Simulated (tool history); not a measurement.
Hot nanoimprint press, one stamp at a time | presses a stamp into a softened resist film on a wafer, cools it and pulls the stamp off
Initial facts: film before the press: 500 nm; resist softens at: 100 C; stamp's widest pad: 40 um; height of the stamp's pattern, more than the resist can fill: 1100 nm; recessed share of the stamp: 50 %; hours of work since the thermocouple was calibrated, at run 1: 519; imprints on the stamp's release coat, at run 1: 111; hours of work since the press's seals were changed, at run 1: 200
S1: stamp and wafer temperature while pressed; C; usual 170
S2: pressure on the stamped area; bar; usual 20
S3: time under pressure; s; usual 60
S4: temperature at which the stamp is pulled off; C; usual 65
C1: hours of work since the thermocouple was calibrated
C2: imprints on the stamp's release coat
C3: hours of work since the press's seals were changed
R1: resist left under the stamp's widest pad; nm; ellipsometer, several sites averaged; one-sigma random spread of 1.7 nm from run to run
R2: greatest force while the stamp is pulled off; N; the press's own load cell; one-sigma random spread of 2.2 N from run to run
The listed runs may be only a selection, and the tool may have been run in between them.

run,hour,S1,S2,S3,S4,C1,C2,C3,R1,R2
1,0,170,20,60,65,519,111,200,254,108
2,5.1,170,20,60,65,522,133,203,255.3,109
3,9.4,170,20,60,65,525,152,206,255.9,113
4,18.4,170,20,60,65,530,191,211,255,113
5,25.8,170,20,60,65,534,223,216,254.5,113
6,31.1,170,20,60,65,537,246,219,254,110
7,37,170,20,60,52,541,271,222,251.2,128
8,43,170,20,60,65,544,297,226,255.1,114
9,50.4,174,20,60,65,549,329,230,220.8,114
10,55.6,174,20,60,65,552,351,233,215.6,116
11,64.4,170,20,120,65,557,389,238,194,119
# hour 67.9: plate thermocouple calibrated
12,76.5,170,15.1,120,65,5,428,243,201.9,112
13,84.4,170,20,60,65,10,462,248,238,116
14,90.9,170,20,60,65,13,491,252,236.2,117
15,98,170,20,60,65,18,521,256,239.5,118
16,106.2,170,20,46,53,22,556,261,261.1,133
# hour 115.3: plate thermocouple calibrated, once more
17,115.8,170,23.6,46,53,0,585,265,289.4,143
18,121.6,170,23.6,46,53,4,610,268,288.4,144
19,126.9,170,23.6,35,53,7,633,271,310.9,141
20,132.4,179,14,95,62,10,657,274,195.2,132
21,140.7,179,14,95,62,15,692,279,196.5,133
22,145.7,170,20,31,65,18,714,282,337,128
23,151.8,170,20,60,64,21,740,286,277.9,126
24,161,163,20,69,65,27,780,291,333.3,129
25,165.4,175,13,118,50,29,799,294,211.6,147
26,171.3,175,26.1,76,66,33,824,297,191,126
27,176.5,170,20,60,72,36,847,300,274.8,121
# hour 185.1: stamp cleaned and given a new release coat
28,188.5,170,20,60,72,39,15,304,273.2,103
29,193.6,170,20,60,72,42,37,307,279.1,98

Difference, measured minus no-hidden-state, one row per run. Run-to-run variation is common to both terms; the gauge's own scatter need not be:
What the log doesn't record here: true temperature over the reading, C; pressure that arrives at the usual setting, %; grip of the stamp's worn release coat, % over a new coat's; drift of the gauge itself on residual_nm, %; drift of the gauge itself on pull_off_n, %.
run,R1,R2
1,-21.5,-1
2,-21.7,+1
3,-21.8,+1
4,-22,+1
5,-22.1,+3
6,-22.2,+3
7,-22.1,+5
8,-22.6,+4
9,-20.3,+5
10,-19.8,+5
11,-20.5,+7
12,-36.7,+5
13,-38.8,+6
14,-38.9,+7
15,-39.5,+7
16,-40,+10
17,+2.2,+18
18,+2.2,+19
19,+2,+19
20,+0.9,+17
21,+0.7,+19
22,+1.2,+18
23,+1.1,+19
24,+0.7,+20
25,+0.1,+23
26,+1.2,+21
27,+0.5,+20
28,+0.4,+0
29,+0.3,+0
